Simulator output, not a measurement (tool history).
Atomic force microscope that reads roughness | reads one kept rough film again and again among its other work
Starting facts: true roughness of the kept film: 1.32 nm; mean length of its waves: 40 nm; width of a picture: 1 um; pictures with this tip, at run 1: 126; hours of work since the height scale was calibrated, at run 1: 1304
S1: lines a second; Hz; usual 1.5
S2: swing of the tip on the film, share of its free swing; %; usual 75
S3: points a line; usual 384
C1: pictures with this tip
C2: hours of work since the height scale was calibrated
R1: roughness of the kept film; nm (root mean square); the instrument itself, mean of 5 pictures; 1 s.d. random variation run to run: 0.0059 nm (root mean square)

{"run": 1, "hour": 0.0, "S1": 1.5, "S2": 75, "S3": 384, "C1": 126, "C2": 1304, "R1": 1.185}
{"hour": 9.5, "done": "new tip fitted"}
{"run": 2, "hour": 32.1, "S1": 1.5, "S2": 75, "S3": 384, "C1": 24, "C2": 1322, "R1": 1.234}
{"run": 3, "hour": 67.0, "S1": 1.5, "S2": 75, "S3": 384, "C1": 60, "C2": 1343, "R1": 1.214}
{"run": 4, "hour": 90.3, "S1": 1.5, "S2": 75, "S3": 851, "C1": 84, "C2": 1356, "R1": 1.217}
{"run": 5, "hour": 122.5, "S1": 1.5, "S2": 75, "S3": 384, "C1": 117, "C2": 1375, "R1": 1.189}
{"hour": 141.0, "done": "new tip fitted"}
{"run": 6, "hour": 173.0, "S1": 1.5, "S2": 75, "S3": 384, "C1": 33, "C2": 1404, "R1": 1.229}
{"run": 7, "hour": 210.4, "S1": 1.5, "S2": 75, "S3": 384, "C1": 71, "C2": 1426, "R1": 1.221}
{"run": 8, "hour": 252.4, "S1": 1.5, "S2": 75, "S3": 384, "C1": 115, "C2": 1451, "R1": 1.189}
{"hour": 273.2, "done": "new tip fitted"}
{"run": 9, "hour": 290.4, "S1": 1.5, "S2": 75, "S3": 384, "C1": 17, "C2": 1472, "R1": 1.234}
{"run": 10, "hour": 325.9, "S1": 3.76, "S2": 75, "S3": 384, "C1": 54, "C2": 1493, "R1": 1.158}
{"run": 11, "hour": 374.3, "S1": 3.76, "S2": 75, "S3": 384, "C1": 104, "C2": 1521, "R1": 1.128}
{"run": 12, "hour": 401.5, "S1": 0.76, "S2": 75, "S3": 384, "C1": 132, "C2": 1537, "R1": 1.214}
{"hour": 407.0, "done": "new tip fitted"}
{"run": 13, "hour": 451.0, "S1": 0.86, "S2": 56, "S3": 313, "C1": 46, "C2": 1566, "R1": 1.256}
{"run": 14, "hour": 502.5, "S1": 1.99, "S2": 75, "S3": 384, "C1": 99, "C2": 1596, "R1": 1.182}
{"hour": 537.0, "done": "new tip fitted"}
{"run": 15, "hour": 557.0, "S1": 1.99, "S2": 75, "S3": 841, "C1": 20, "C2": 1627, "R1": 1.219}
{"run": 16, "hour": 582.0, "S1": 1.99, "S2": 75, "S3": 919, "C1": 46, "C2": 1642, "R1": 1.213}
{"run": 17, "hour": 635.2, "S1": 1.07, "S2": 62, "S3": 327, "C1": 101, "C2": 1673, "R1": 1.239}
{"hour": 670.8, "done": "new tip fitted"}
{"run": 18, "hour": 687.3, "S1": 1.07, "S2": 62, "S3": 327, "C1": 17, "C2": 1703, "R1": 1.264}
{"run": 19, "hour": 712.5, "S1": 1.22, "S2": 62, "S3": 475, "C1": 43, "C2": 1718, "R1": 1.244}

Pick out some run-to-run changes in R1. Of each, how much would a tool without hidden state show as well, from the settings, what came in and chance, and how much is left for the hidden state and any gauge scatter not in both results compared?
Hidden state present: radius of the tip, nm; height scale over the true one, %; drift of the gauge itself on roughness_nm, %.
Run 1 -> 2: new tip fitted. R1 +0.049 nm (root mean square): hidden state +0.043, all else +0.006.
Run 11 -> 12: S1 3.76 -> 0.76. R1 +0.086 nm (root mean square): hidden state -0.012, all else +0.098.

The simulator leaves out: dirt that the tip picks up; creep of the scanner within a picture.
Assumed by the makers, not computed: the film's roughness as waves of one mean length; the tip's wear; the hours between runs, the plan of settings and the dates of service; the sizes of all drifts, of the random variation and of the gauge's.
